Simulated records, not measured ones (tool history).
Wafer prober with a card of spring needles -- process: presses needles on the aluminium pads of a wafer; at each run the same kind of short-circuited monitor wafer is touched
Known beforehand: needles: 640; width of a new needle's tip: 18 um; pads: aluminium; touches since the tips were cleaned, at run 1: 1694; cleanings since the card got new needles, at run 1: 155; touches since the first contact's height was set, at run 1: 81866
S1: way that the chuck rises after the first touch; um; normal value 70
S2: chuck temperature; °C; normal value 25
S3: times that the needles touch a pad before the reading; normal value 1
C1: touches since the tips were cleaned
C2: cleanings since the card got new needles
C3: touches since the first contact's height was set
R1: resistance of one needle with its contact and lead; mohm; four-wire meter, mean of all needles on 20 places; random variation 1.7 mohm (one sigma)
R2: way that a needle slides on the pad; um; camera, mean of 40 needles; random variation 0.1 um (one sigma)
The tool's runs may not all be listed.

{"run": 1, "hour": 0.0, "S1": 70, "S2": 25, "S3": 1, "C1": 1694, "C2": 155, "C3": 81866, "R1": 296, "R2": 15.54}
{"hour": 1.1, "done": "tips cleaned on abrasive film"}
{"hour": 6.3, "done": "tips cleaned on abrasive film"}
{"hour": 10.5, "done": "tips cleaned on abrasive film"}
{"hour": 15.7, "done": "tips cleaned on abrasive film"}
{"hour": 19.9, "done": "tips cleaned on abrasive film"}
{"hour": 25.1, "done": "tips cleaned on abrasive film"}
{"hour": 29.2, "done": "tips cleaned on abrasive film"}
{"hour": 34.4, "done": "tips cleaned on abrasive film"}
{"hour": 39.6, "done": "tips cleaned on abrasive film"}
{"hour": 44.8, "done": "tips cleaned on abrasive film"}
{"run": 2, "hour": 46.7, "S1": 70, "S2": 25, "S3": 3, "C1": 857, "C2": 165, "C3": 102884, "R1": 210, "R2": 15.38}
{"hour": 49.8, "done": "tips cleaned on abrasive film"}
{"hour": 54.0, "done": "tips cleaned on abrasive film"}
{"hour": 58.2, "done": "tips cleaned on abrasive film"}
{"hour": 63.4, "done": "tips cleaned on abrasive film"}
{"run": 3, "hour": 67.1, "S1": 70, "S2": 25, "S3": 3, "C1": 1706, "C2": 169, "C3": 112092, "R1": 229, "R2": 15.08}
{"hour": 68.2, "done": "tips cleaned on abrasive film"}
{"hour": 73.4, "done": "tips cleaned on abrasive film"}
{"hour": 78.6, "done": "tips cleaned on abrasive film"}
{"hour": 83.8, "done": "tips cleaned on abrasive film"}
{"hour": 89.0, "done": "tips cleaned on abrasive film"}
{"hour": 93.2, "done": "tips cleaned on abrasive film"}
{"run": 4, "hour": 95.4, "S1": 70, "S2": 25, "S3": 1, "C1": 1010, "C2": 175, "C3": 124824, "R1": 270, "R2": 15.28}
{"hour": 97.5, "done": "tips cleaned on abrasive film"}
{"hour": 102.7, "done": "tips cleaned on abrasive film"}
{"hour": 107.9, "done": "tips cleaned on abrasive film"}
{"hour": 112.1, "done": "tips cleaned on abrasive film"}
{"hour": 112.4, "done": "height of the first contact set anew"}
{"hour": 117.6, "done": "tips cleaned on abrasive film"}
{"hour": 121.8, "done": "tips cleaned on abrasive film"}
{"hour": 125.9, "done": "tips cleaned on abrasive film"}
{"hour": 131.1, "done": "tips cleaned on abrasive film"}
{"hour": 136.3, "done": "tips cleaned on abrasive film"}
{"run": 5, "hour": 137.1, "S1": 70, "S2": 25, "S3": 1, "C1": 343, "C2": 184, "C3": 11125, "R1": 238, "R2": 14.58}
{"hour": 141.3, "done": "tips cleaned on abrasive film"}
{"hour": 146.4, "done": "tips cleaned on abrasive film"}
{"hour": 151.6, "done": "tips cleaned on abrasive film"}
{"hour": 156.8, "done": "tips cleaned on abrasive film"}
{"hour": 161.0, "done": "tips cleaned on abrasive film"}
{"hour": 166.2, "done": "tips cleaned on abrasive film"}
{"hour": 171.0, "done": "tips cleaned on abrasive film"}
{"run": 6, "hour": 171.0, "S1": 70, "S2": 25, "S3": 1, "C1": 0, "C2": 191, "C3": 26431, "R1": 198, "R2": 14.52}
{"hour": 176.2, "done": "tips cleaned on abrasive film"}
{"hour": 180.4, "done": "tips cleaned on abrasive film"}
{"hour": 185.6, "done": "tips cleaned on abrasive film"}
{"hour": 189.8, "done": "tips cleaned on abrasive film"}
{"hour": 194.0, "done": "tips cleaned on abrasive film"}
{"hour": 199.2, "done": "tips cleaned on abrasive film"}
{"hour": 204.4, "done": "tips cleaned on abrasive film"}
{"hour": 208.5, "done": "tips cleaned on abrasive film"}
{"hour": 212.7, "done": "tips cleaned on abrasive film"}
{"hour": 217.9, "done": "tips cleaned on abrasive film"}
{"run": 7, "hour": 218.9, "S1": 70, "S2": 27, "S3": 1, "C1": 453, "C2": 201, "C3": 47982, "R1": 250, "R2": 14.25}
{"hour": 222.3, "done": "height of the first contact set anew, once more"}
{"hour": 223.4, "done": "tips cleaned on abrasive film"}
{"hour": 228.6, "done": "tips cleaned on abrasive film"}
{"hour": 232.7, "done": "tips cleaned on abrasive film"}
{"hour": 237.9, "done": "tips cleaned on abrasive film"}
{"hour": 242.1, "done": "tips cleaned on abrasive film"}
{"hour": 247.3, "done": "tips cleaned on abrasive film"}
{"run": 8, "hour": 248.1, "S1": 70, "S2": 52, "S3": 1, "C1": 382, "C2": 207, "C3": 11634, "R1": 239, "R2": 16.2}
{"hour": 252.3, "done": "tips cleaned on abrasive film"}
{"hour": 256.5, "done": "tips cleaned on abrasive film"}
{"hour": 260.7, "done": "tips cleaned on abrasive film"}
{"hour": 265.9, "done": "tips cleaned on abrasive film"}
{"hour": 270.0, "done": "tips cleaned on abrasive film"}
{"hour": 275.2, "done": "tips cleaned on abrasive film"}
{"hour": 280.4, "done": "tips cleaned on abrasive film"}
{"hour": 285.6, "done": "tips cleaned on abrasive film"}
{"hour": 290.8, "done": "tips cleaned on abrasive film"}
{"hour": 296.0, "done": "tips cleaned on abrasive film"}
{"run": 9, "hour": 296.6, "S1": 70, "S2": 52, "S3": 1, "C1": 247, "C2": 217, "C3": 33447, "R1": 218, "R2": 16.03}
{"hour": 300.7, "done": "tips cleaned on abrasive film"}
{"hour": 305.9, "done": "tips cleaned on abrasive film"}
{"hour": 311.1, "done": "tips cleaned on abrasive film"}
{"hour": 316.3, "done": "tips cleaned on abrasive film"}
{"hour": 320.5, "done": "tips cleaned on abrasive film"}
{"hour": 324.7, "done": "tips cleaned on abrasive film"}
{"run": 10, "hour": 325.9, "S1": 70, "S2": 52, "S3": 1, "C1": 553, "C2": 223, "C3": 46659, "R1": 237, "R2": 15.7}
{"hour": 329.0, "done": "tips cleaned on abrasive film"}
{"hour": 334.2, "done": "tips cleaned on abrasive film"}
{"hour": 339.4, "done": "tips cleaned on abrasive film"}
{"hour": 343.6, "done": "tips cleaned on abrasive film"}
{"hour": 348.8, "done": "tips cleaned on abrasive film"}
{"run": 11, "hour": 351.6, "S1": 70, "S2": 52, "S3": 1, "C1": 1284, "C2": 228, "C3": 58262, "R1": 292, "R2": 15.57}
{"hour": 353.7, "done": "tips cleaned on abrasive film"}
{"hour": 357.9, "done": "tips cleaned on abrasive film"}
{"hour": 363.1, "done": "tips cleaned on abrasive film"}
{"hour": 367.3, "done": "tips cleaned on abrasive film"}
{"hour": 372.5, "done": "tips cleaned on abrasive film"}
{"hour": 377.7, "done": "tips cleaned on abrasive film"}
{"hour": 381.9, "done": "tips cleaned on abrasive film"}
{"hour": 387.1, "done": "tips cleaned on abrasive film"}
{"hour": 392.2, "done": "tips cleaned on abrasive film"}
{"hour": 397.4, "done": "tips cleaned on abrasive film"}
{"run": 12, "hour": 399.8, "S1": 61, "S2": 52, "S3": 1, "C1": 1104, "C2": 238, "C3": 79995, "R1": 313, "R2": 13.47}
{"hour": 402.0, "done": "tips cleaned on abrasive film"}
{"hour": 407.2, "done": "tips cleaned on abrasive film"}
{"hour": 411.4, "done": "tips cleaned on abrasive film"}
{"hour": 416.5, "done": "tips cleaned on abrasive film"}
{"hour": 420.7, "done": "tips cleaned on abrasive film"}
{"hour": 425.9, "done": "tips cleaned on abrasive film"}
{"hour": 431.1, "done": "tips cleaned on abrasive film"}
{"hour": 435.3, "done": "tips cleaned on abrasive film"}
{"hour": 440.5, "done": "tips cleaned on abrasive film"}
{"run": 13, "hour": 442.4, "S1": 61, "S2": 52, "S3": 1, "C1": 878, "C2": 247, "C3": 99157, "R1": 308, "R2": 13.23}
{"hour": 445.6, "done": "tips cleaned on abrasive film"}
{"hour": 450.7, "done": "tips cleaned on abrasive film"}
{"hour": 454.9, "done": "tips cleaned on abrasive film"}
{"hour": 460.1, "done": "tips cleaned on abrasive film"}
{"hour": 465.3, "done": "tips cleaned on abrasive film"}
{"hour": 469.5, "done": "tips cleaned on abrasive film"}
{"hour": 474.7, "done": "tips cleaned on abrasive film"}
{"hour": 478.9, "done": "tips cleaned on abrasive film"}
{"hour": 484.1, "done": "tips cleaned on abrasive film"}
{"run": 14, "hour": 485.3, "S1": 82, "S2": 44, "S3": 3, "C1": 573, "C2": 256, "C3": 118484, "R1": 208, "R2": 18.08}
{"hour": 488.5, "done": "tips cleaned on abrasive film"}
{"hour": 493.7, "done": "tips cleaned on abrasive film"}
{"hour": 498.9, "done": "tips cleaned on abrasive film"}
{"hour": 504.0, "done": "tips cleaned on abrasive film"}
{"hour": 509.2, "done": "tips cleaned on abrasive film"}
{"hour": 514.4, "done": "tips cleaned on abrasive film"}
{"hour": 516.8, "done": "height of the first contact set anew"}
{"hour": 519.9, "done": "tips cleaned on abrasive film"}
{"hour": 524.1, "done": "tips cleaned on abrasive film"}
{"hour": 528.3, "done": "tips cleaned on abrasive film"}
{"run": 15, "hour": 529.8, "S1": 89, "S2": 44, "S3": 3, "C1": 709, "C2": 265, "C3": 5866, "R1": 201, "R2": 20.71}
{"hour": 533.0, "done": "tips cleaned on abrasive film"}
{"hour": 537.2, "done": "tips cleaned on abrasive film"}
{"hour": 542.4, "done": "tips cleaned on abrasive film"}
{"hour": 547.6, "done": "tips cleaned on abrasive film"}
{"hour": 552.8, "done": "tips cleaned on abrasive film"}
{"hour": 557.9, "done": "tips cleaned on abrasive film"}
{"hour": 563.1, "done": "tips cleaned on abrasive film"}
{"hour": 568.3, "done": "tips cleaned on abrasive film"}
{"hour": 573.5, "done": "tips cleaned on abrasive film"}
{"run": 16, "hour": 577.4, "S1": 73, "S2": 40, "S3": 1, "C1": 1787, "C2": 274, "C3": 27344, "R1": 323, "R2": 16.64}
{"hour": 578.5, "done": "tips cleaned on abrasive film"}
{"hour": 582.7, "done": "tips cleaned on abrasive film"}
{"hour": 587.9, "done": "tips cleaned on abrasive film"}
{"hour": 593.1, "done": "tips cleaned on abrasive film"}
{"hour": 598.3, "done": "tips cleaned on abrasive film"}
{"hour": 603.5, "done": "tips cleaned on abrasive film"}
{"run": 17, "hour": 605.2, "S1": 65, "S2": 25, "S3": 2, "C1": 770, "C2": 280, "C3": 39835, "R1": 242, "R2": 14.59}
{"hour": 608.3, "done": "tips cleaned on abrasive film"}
{"hour": 613.5, "done": "tips cleaned on abrasive film"}
{"hour": 618.7, "done": "tips cleaned on abrasive film"}
{"hour": 623.9, "done": "tips cleaned on abrasive film"}
{"hour": 629.1, "done": "tips cleaned on abrasive film"}
{"run": 18, "hour": 629.8, "S1": 70, "S2": 25, "S3": 2, "C1": 302, "C2": 285, "C3": 50919, "R1": 211, "R2": 15.84}
{"hour": 633.9, "done": "tips cleaned on abrasive film"}
{"hour": 639.1, "done": "tips cleaned on abrasive film"}
{"hour": 644.3, "done": "tips cleaned on abrasive film"}
{"hour": 649.5, "done": "tips cleaned on abrasive film"}
{"hour": 653.7, "done": "tips cleaned on abrasive film"}
{"hour": 658.9, "done": "tips cleaned on abrasive film"}
{"hour": 664.1, "done": "tips cleaned on abrasive film"}
{"hour": 668.3, "done": "tips cleaned on abrasive film"}
{"hour": 673.5, "done": "tips cleaned on abrasive film"}
{"run": 19, "hour": 676.9, "S1": 58, "S2": 37, "S3": 2, "C1": 1559, "C2": 294, "C3": 72169, "R1": 321, "R2": 12.76}

Here are 3 independent what-if runs from the current tool condition. What would each one return?
{"hour": 678.0, "done": "tips cleaned on abrasive film"}
{"hour": 683.2, "done": "tips cleaned on abrasive film"}
{"hour": 687.4, "done": "tips cleaned on abrasive film"}
{"hour": 692.5, "done": "tips cleaned on abrasive film"}
{"hour": 696.7, "done": "tips cleaned on abrasive film"}
{"hour": 701.9, "done": "tips cleaned on abrasive film"}
{"run": "A", "hour": 703.2, "S1": 84, "S2": 76, "S3": 2, "C1": 593, "C2": 300, "C3": 84017, "R1": "?", "R2": "?"}
{"hour": 678.0, "done": "tips cleaned on abrasive film"}
{"hour": 683.2, "done": "tips cleaned on abrasive film"}
{"hour": 687.4, "done": "tips cleaned on abrasive film"}
{"hour": 692.5, "done": "tips cleaned on abrasive film"}
{"hour": 696.7, "done": "tips cleaned on abrasive film"}
{"hour": 701.9, "done": "tips cleaned on abrasive film"}
{"run": "B", "hour": 703.2, "S1": 89, "S2": 25, "S3": 1, "C1": 593, "C2": 300, "C3": 84017, "R1": "?", "R2": "?"}
{"hour": 678.0, "done": "tips cleaned on abrasive film"}
{"hour": 683.2, "done": "tips cleaned on abrasive film"}
{"hour": 687.4, "done": "tips cleaned on abrasive film"}
{"hour": 692.5, "done": "tips cleaned on abrasive film"}
{"hour": 696.7, "done": "tips cleaned on abrasive film"}
{"hour": 701.9, "done": "tips cleaned on abrasive film"}
{"run": "C", "hour": 703.2, "S1": 83, "S2": 72, "S3": 3, "C1": 593, "C2": 300, "C3": 84017, "R1": "?", "R2": "?"}

run=A R1=222 R2=18.78
run=B R1=225 R2=19.98
run=C R1=212 R2=18.41
Without the tool's unlogged condition, the same runs would have read:
run=A R1=183 R2=19.51
run=B R1=172 R2=20.71
run=C R1=183 R2=19.14
